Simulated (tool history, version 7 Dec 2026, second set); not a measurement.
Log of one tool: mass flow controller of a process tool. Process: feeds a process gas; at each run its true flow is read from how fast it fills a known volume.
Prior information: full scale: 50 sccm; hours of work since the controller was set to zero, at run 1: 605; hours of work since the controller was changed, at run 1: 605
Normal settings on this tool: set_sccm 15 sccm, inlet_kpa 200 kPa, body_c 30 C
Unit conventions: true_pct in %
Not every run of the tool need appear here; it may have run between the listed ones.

run	hour	set_sccm	inlet_kpa	body_c	hours of work since the controller was set to zero	hours of work since the controller was changed	true_pct
1	0.0	15	200	30	605	605	97.61
2	69.3	15	200	30	630	630	97.54
3	156.2	15	200	30	661	661	97.46
4	227.8	15	200	30	686	686	97.47
5	290.2	15	200	30	708	708	97.38
6	333.6	15	200	30	724	724	97.63
7	380.6	15	200	30	740	740	97.43
8	425.0	15	200	30	756	756	97.46
9	499.3	15	200	30	782	782	97.57
10	552.4	12	200	30	801	801	97.30
11	597.1	12	200	30	817	817	97.31
12	658.3	12	200	38	839	839	96.44
13	747.4	15	200	30	870	870	97.57
14	814.9	15	200	30	894	894	97.46
15	881.9	15	200	30	918	918	97.51
16	928.0	15	200	33	934	934	97.16
17	1013.2	15	200	33	965	965	97.24
18	1079.9	9	200	30	988	988	97.23
19	1160.5	9	200	30	1017	1017	97.26
20	1240.5	42	200	25	1045	1045	99.42
21	1287.4	33	200	25	1062	1062	99.15
22	1377.5	43	250	29	1094	1094	99.46
23	1438.8	15	158	36	1116	1116	96.60
24	1503.9	6	248	31	1139	1139	97.27
25	1563.8	21	148	38	1160	1160	96.49
26	1607.0	21	148	38	1175	1175	96.57
27	1671.9	21	148	38	1198	1198	96.55
28	1744.0	21	148	38	1224	1224	96.65
29	1833.1	21	148	38	1255	1255	96.56
30	1897.9	48	152	25	1278	1278	99.59
31	1978.8	48	152	25	1307	1307	99.54
32	2065.7	48	175	25	1338	1338	99.81

For run 33, what comes out?
33	2151.0	48	175	25	1368	1368	?

true_pct: 99.73 %
With no hidden state in the tool, this same run would have given true_pct 99.73 %.
